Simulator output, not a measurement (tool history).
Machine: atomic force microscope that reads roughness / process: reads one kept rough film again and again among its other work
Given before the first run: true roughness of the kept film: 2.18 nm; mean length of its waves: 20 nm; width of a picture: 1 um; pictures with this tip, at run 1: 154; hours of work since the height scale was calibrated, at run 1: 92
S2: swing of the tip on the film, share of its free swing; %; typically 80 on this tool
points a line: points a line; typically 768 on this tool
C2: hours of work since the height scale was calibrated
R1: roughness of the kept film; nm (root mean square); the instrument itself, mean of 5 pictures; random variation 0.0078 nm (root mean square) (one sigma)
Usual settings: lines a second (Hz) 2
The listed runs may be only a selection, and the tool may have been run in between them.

run 1 day=0 | lines_a_second_(Hz)=2 S2=80 points_a_line=768 | pictures_with_this_tip=154 C2=92 | R1=1.223
run 2 day=0.662 | lines_a_second_(Hz)=1.04 S2=80 points_a_line=768 | pictures_with_this_tip=182 C2=105 | R1=1.19
run 3 day=1.192 | lines_a_second_(Hz)=1.04 S2=80 points_a_line=768 | pictures_with_this_tip=204 C2=114 | R1=1.146
run 4 day=1.9 | lines_a_second_(Hz)=1.04 S2=80 points_a_line=768 | pictures_with_this_tip=233 C2=127 | R1=1.104
run 5 day=2.325 | lines_a_second_(Hz)=1.04 S2=80 points_a_line=768 | pictures_with_this_tip=251 C2=135 | R1=1.07
run 6 day=2.838 | lines_a_second_(Hz)=2 S2=80 points_a_line=932 | pictures_with_this_tip=272 C2=145 | R1=1.018
-- day=2.896 new tip fitted
run 7 day=3.604 | lines_a_second_(Hz)=2 S2=80 points_a_line=932 | pictures_with_this_tip=29 C2=159 | R1=1.557
run 8 day=3.958 | lines_a_second_(Hz)=2 S2=80 points_a_line=932 | pictures_with_this_tip=44 C2=165 | R1=1.508
run 9 day=4.312 | lines_a_second_(Hz)=2 S2=80 points_a_line=932 | pictures_with_this_tip=58 C2=172 | R1=1.466
run 10 day=4.658 | lines_a_second_(Hz)=2 S2=88 points_a_line=768 | pictures_with_this_tip=73 C2=178 | R1=1.371
run 11 day=5.283 | lines_a_second_(Hz)=2 S2=88 points_a_line=768 | pictures_with_this_tip=99 C2=189 | R1=1.319
run 12 day=5.958 | lines_a_second_(Hz)=2 S2=80 points_a_line=408 | pictures_with_this_tip=127 C2=202 | R1=1.258
run 13 day=6.629 | lines_a_second_(Hz)=2 S2=80 points_a_line=408 | pictures_with_this_tip=155 C2=214 | R1=1.193
run 14 day=7.258 | lines_a_second_(Hz)=2 S2=80 points_a_line=408 | pictures_with_this_tip=181 C2=226 | R1=1.149
run 15 day=7.783 | lines_a_second_(Hz)=2 S2=80 points_a_line=408 | pictures_with_this_tip=203 C2=236 | R1=1.11
run 16 day=8.321 | lines_a_second_(Hz)=2 S2=80 points_a_line=408 | pictures_with_this_tip=225 C2=245 | R1=1.068
run 17 day=8.875 | lines_a_second_(Hz)=2 S2=80 points_a_line=408 | pictures_with_this_tip=248 C2=256 | R1=1.042
run 18 day=9.446 | lines_a_second_(Hz)=2 S2=80 points_a_line=768 | pictures_with_this_tip=272 C2=266 | R1=1.01
-- day=9.567 new tip fitted
run 19 day=9.871 | lines_a_second_(Hz)=2 S2=80 points_a_line=664 | pictures_with_this_tip=12 C2=274 | R1=1.613
run 20 day=10.242 | lines_a_second_(Hz)=2 S2=80 points_a_line=768 | pictures_with_this_tip=28 C2=280 | R1=1.552
run 21 day=10.633 | lines_a_second_(Hz)=2 S2=80 points_a_line=768 | pictures_with_this_tip=44 C2=288 | R1=1.51
run 22 day=11.092 | lines_a_second_(Hz)=2 S2=80 points_a_line=768 | pictures_with_this_tip=63 C2=296 | R1=1.447
run 23 day=11.808 | lines_a_second_(Hz)=0.61 S2=80 points_a_line=768 | pictures_with_this_tip=93 C2=309 | R1=1.448
run 24 day=12.404 | lines_a_second_(Hz)=0.61 S2=80 points_a_line=768 | pictures_with_this_tip=117 C2=320 | R1=1.38
run 25 day=12.875 | lines_a_second_(Hz)=0.61 S2=80 points_a_line=768 | pictures_with_this_tip=137 C2=329 | R1=1.34
run 26 day=13.571 | lines_a_second_(Hz)=0.61 S2=80 points_a_line=768 | pictures_with_this_tip=166 C2=342 | R1=1.26
run 27 day=14.171 | lines_a_second_(Hz)=1.54 S2=57 points_a_line=425 | pictures_with_this_tip=191 C2=353 | R1=1.216
run 28 day=14.838 | lines_a_second_(Hz)=1.54 S2=57 points_a_line=425 | pictures_with_this_tip=219 C2=365 | R1=1.151
run 29 day=15.358 | lines_a_second_(Hz)=1.44 S2=85 points_a_line=563 | pictures_with_this_tip=240 C2=375 | R1=1.075
run 30 day=15.825 | lines_a_second_(Hz)=1.12 S2=60 points_a_line=466 | pictures_with_this_tip=260 C2=383 | R1=1.085
-- day=16.208 new tip fitted
run 31 day=16.517 | lines_a_second_(Hz)=1.17 S2=56 points_a_line=707 | pictures_with_this_tip=13 C2=396 | R1=1.695
run 32 day=17.033 | lines_a_second_(Hz)=1.48 S2=55 points_a_line=462 | pictures_with_this_tip=35 C2=405 | R1=1.607
run 33 day=17.775 | lines_a_second_(Hz)=2 S2=80 points_a_line=759 | pictures_with_this_tip=65 C2=419 | R1=1.45
run 34 day=18.238 | lines_a_second_(Hz)=2 S2=80 points_a_line=759 | pictures_with_this_tip=85 C2=427 | R1=1.392
run 35 day=18.583 | lines_a_second_(Hz)=2 S2=80 points_a_line=759 | pictures_with_this_tip=99 C2=434 | R1=1.354
run 36 day=18.975 | lines_a_second_(Hz)=2 S2=80 points_a_line=759 | pictures_with_this_tip=115 C2=441 | R1=1.314
run 37 day=19.496 | lines_a_second_(Hz)=2 S2=66 points_a_line=686 | pictures_with_this_tip=137 C2=451 | R1=1.304
run 38 day=20.2 | lines_a_second_(Hz)=2 S2=66 points_a_line=686 | pictures_with_this_tip=166 C2=464 | R1=1.237
run 39 day=20.921 | lines_a_second_(Hz)=2 S2=87 points_a_line=768 | pictures_with_this_tip=196 C2=477 | R1=1.116
run 40 day=21.625 | lines_a_second_(Hz)=2 S2=87 points_a_line=768 | pictures_with_this_tip=225 C2=490 | R1=1.062
run 41 day=22.038 | lines_a_second_(Hz)=0.63 S2=82 points_a_line=370 | pictures_with_this_tip=242 C2=497 | R1=1.085
run 42 day=22.721 | lines_a_second_(Hz)=1.89 S2=75 points_a_line=372 | pictures_with_this_tip=271 C2=510 | R1=1.023
-- day=22.825 new tip fitted
run 43 day=23.117 | lines_a_second_(Hz)=1.26 S2=80 points_a_line=803 | pictures_with_this_tip=12 C2=517 | R1=1.655
run 44 day=23.575 | lines_a_second_(Hz)=1.42 S2=83 points_a_line=768 | pictures_with_this_tip=31 C2=525 | R1=1.568
run 45 day=23.925 | lines_a_second_(Hz)=0.91 S2=60 points_a_line=768 | pictures_with_this_tip=46 C2=532 | R1=1.589
run 46 day=24.446 | lines_a_second_(Hz)=2.57 S2=90 points_a_line=964 | pictures_with_this_tip=68 C2=541 | R1=1.336
run 47 day=24.967 | lines_a_second_(Hz)=2.32 S2=72 points_a_line=806 | pictures_with_this_tip=89 C2=551 | R1=1.393
run 48 day=25.446 | lines_a_second_(Hz)=0.99 S2=82 points_a_line=358 | pictures_with_this_tip=109 C2=560 | R1=1.336
run 49 day=26.142 | lines_a_second_(Hz)=0.99 S2=61 points_a_line=687 | pictures_with_this_tip=138 C2=573 | R1=1.315
run 50 day=26.7 | lines_a_second_(Hz)=1.93 S2=85 points_a_line=360 | pictures_with_this_tip=161 C2=583 | R1=1.167
run 51 day=27.379 | lines_a_second_(Hz)=1.07 S2=55 points_a_line=362 | pictures_with_this_tip=189 C2=595 | R1=1.203
run 52 day=28 | lines_a_second_(Hz)=1.2 S2=60 points_a_line=417 | pictures_with_this_tip=215 C2=607 | R1=1.142

Consider 4 possible next runs. They are alternatives, not a sequence: every one starts from the tool as it was left by run 52. What does each give?
run A day=28.333 | lines_a_second_(Hz)=1.2 S2=60 points_a_line=829 | pictures_with_this_tip=229 C2=613 | R1=?
run B day=28.333 | lines_a_second_(Hz)=1.55 S2=80 points_a_line=768 | pictures_with_this_tip=229 C2=613 | R1=?
run C day=28.333 | lines_a_second_(Hz)=2.99 S2=60 points_a_line=274 | pictures_with_this_tip=229 C2=613 | R1=?
run D day=28.333 | lines_a_second_(Hz)=2 S2=74 points_a_line=768 | pictures_with_this_tip=229 C2=613 | R1=?

run=A R1=1.141
run=B R1=1.088
run=C R1=1.088
run=D R1=1.103
The same runs, with their run-to-run variation unchanged, on a tool lacking any hidden condition would have given:
run=A R1=1.768
run=B R1=1.69
run=C R1=1.692
run=D R1=1.709
